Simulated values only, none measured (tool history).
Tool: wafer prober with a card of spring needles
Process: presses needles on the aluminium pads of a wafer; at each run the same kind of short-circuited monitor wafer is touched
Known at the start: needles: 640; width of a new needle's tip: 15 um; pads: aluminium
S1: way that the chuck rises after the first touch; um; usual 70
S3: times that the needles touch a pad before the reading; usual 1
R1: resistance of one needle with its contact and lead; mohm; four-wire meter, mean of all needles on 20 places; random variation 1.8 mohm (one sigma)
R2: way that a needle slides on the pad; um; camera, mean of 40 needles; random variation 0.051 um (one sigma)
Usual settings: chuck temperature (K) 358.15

Run 1, day 0.000: usual settings. Result: R1 191 mohm, R2 14.16 um.
At day 0.938: tips cleaned on abrasive film.
Run 2, day 1.358: usual settings. Result: R1 190 mohm, R2 14.15 um.
At day 1.854: tips cleaned on abrasive film.
Run 3, day 2.275: usual settings but chuck temperature (K) 305.15. Result: R1 182 mohm, R2 14.13 um.
At day 2.825: tips cleaned on abrasive film.
Run 4, day 3.396: usual settings but chuck temperature (K) 305.15. Result: R1 181 mohm, R2 14.09 um.
At day 3.788: tips cleaned on abrasive film.
At day 4.729: tips cleaned on abrasive film.
Run 5, day 4.846: usual settings. Result: R1 192 mohm, R2 14.10 um.
At day 5.729: tips cleaned on abrasive film.
Run 6, day 6.171: usual settings but chuck temperature (K) 333.15. Result: R1 188 mohm, R2 14.08 um.
At day 6.650: tips cleaned on abrasive film.
Run 7, day 6.879: usual settings but chuck temperature (K) 333.15. Result: R1 188 mohm, R2 14.03 um.
At day 7.588: tips cleaned on abrasive film.
Run 8, day 8.312: usual settings but chuck temperature (K) 333.15, S3 2. Result: R1 189 mohm, R2 14.11 um.
At day 8.521: tips cleaned on abrasive film.
Run 9, day 9.375: usual settings but chuck temperature (K) 333.15, S3 2. Result: R1 187 mohm, R2 14.07 um.
At day 9.512: tips cleaned on abrasive film.
Run 10, day 10.025: usual settings. Result: R1 191 mohm, R2 14.12 um.
At day 10.479: tips cleaned on abrasive film.
At day 11.438: tips cleaned on abrasive film.
Run 11, day 11.533: usual settings but S1 63 um. Result: R1 195 mohm, R2 12.79 um.
Run 12, day 12.308: usual settings but S1 63 um. Result: R1 193 mohm, R2 12.67 um.
At day 12.404: tips cleaned on abrasive film.
At day 13.346: tips cleaned on abrasive film.
Run 13, day 13.842: usual settings but S1 63 um. Result: R1 193 mohm, R2 12.74 um.
At day 14.254: tips cleaned on abrasive film.
Run 14, day 14.912: usual settings but S1 63 um. Result: R1 190 mohm, R2 12.81 um.
At day 15.242: tips cleaned on abrasive film.
At day 15.567: height of the first contact set anew.
Run 15, day 15.583: usual settings but S1 63 um. Result: R1 196 mohm, R2 12.66 um.
At day 16.171: tips cleaned on abrasive film.
Run 16, day 17.071: usual settings but S1 63 um. Result: R1 193 mohm, R2 12.72 um.
At day 17.200: tips cleaned on abrasive film.
At day 18.112: tips cleaned on abrasive film.
Run 17, day 18.458: usual settings but S1 63 um. Result: R1 193 mohm, R2 12.66 um.
At day 19.092: tips cleaned on abrasive film.
Run 18, day 19.467: usual settings but S1 78 um. Result: R1 193 mohm, R2 15.71 um.
At day 20.029: tips cleaned on abrasive film.
Run 19, day 20.325: usual settings but S1 54 um, chuck temperature (K) 319.15, S3 2. Result: R1 187 mohm, R2 10.87 um.
At day 21.054: tips cleaned on abrasive film.
Run 20, day 21.896: usual settings but S1 77 um, chuck temperature (K) 319.15, S3 2. Result: R1 184 mohm, R2 15.56 um.
At day 22.000: tips cleaned on abrasive film.
Run 21, day 22.746: usual settings but chuck temperature (K) 366.15, S3 2. Result: R1 195 mohm, R2 14.08 um.
At day 22.933: tips cleaned on abrasive film.
At day 23.912: tips cleaned on abrasive film.
Run 22, day 24.121: usual settings but S1 67 um, chuck temperature (K) 366.15, S3 2. Result: R1 192 mohm, R2 13.49 um.
At day 24.871: tips cleaned on abrasive film.
Run 23, day 24.871: usual settings but S3 3. Result: R1 193 mohm, R2 14.07 um.
At day 25.783: tips cleaned on abrasive film.
Run 24, day 25.954: usual settings but S3 3. Result: R1 190 mohm, R2 13.99 um.
At day 26.729: tips cleaned on abrasive film.
Run 25, day 26.733: usual settings but S1 57 um, S3 2. Result: R1 192 mohm, R2 11.51 um.
At day 27.696: tips cleaned on abrasive film.
Run 26, day 28.175: usual settings but S1 57 um, chuck temperature (K) 312.15, S3 2. Result: R1 187 mohm, R2 11.43 um.
At day 28.662: tips cleaned on abrasive film.
Run 27, day 29.354: usual settings but S1 57 um, chuck temperature (K) 312.15, S3 2. Result: R1 185 mohm, R2 11.46 um.

The next listed run, before its measurement:
At day 29.633: tips cleaned on abrasive film.
Run 28, day 30.162: usual settings but chuck temperature (K) 299.15. Result: R1 ?, R2 ?.

R1: 180 mohm
R2: 14.05 um
Without the tool's hidden state the same run would have given R1 180 mohm, R2 14.05 um.
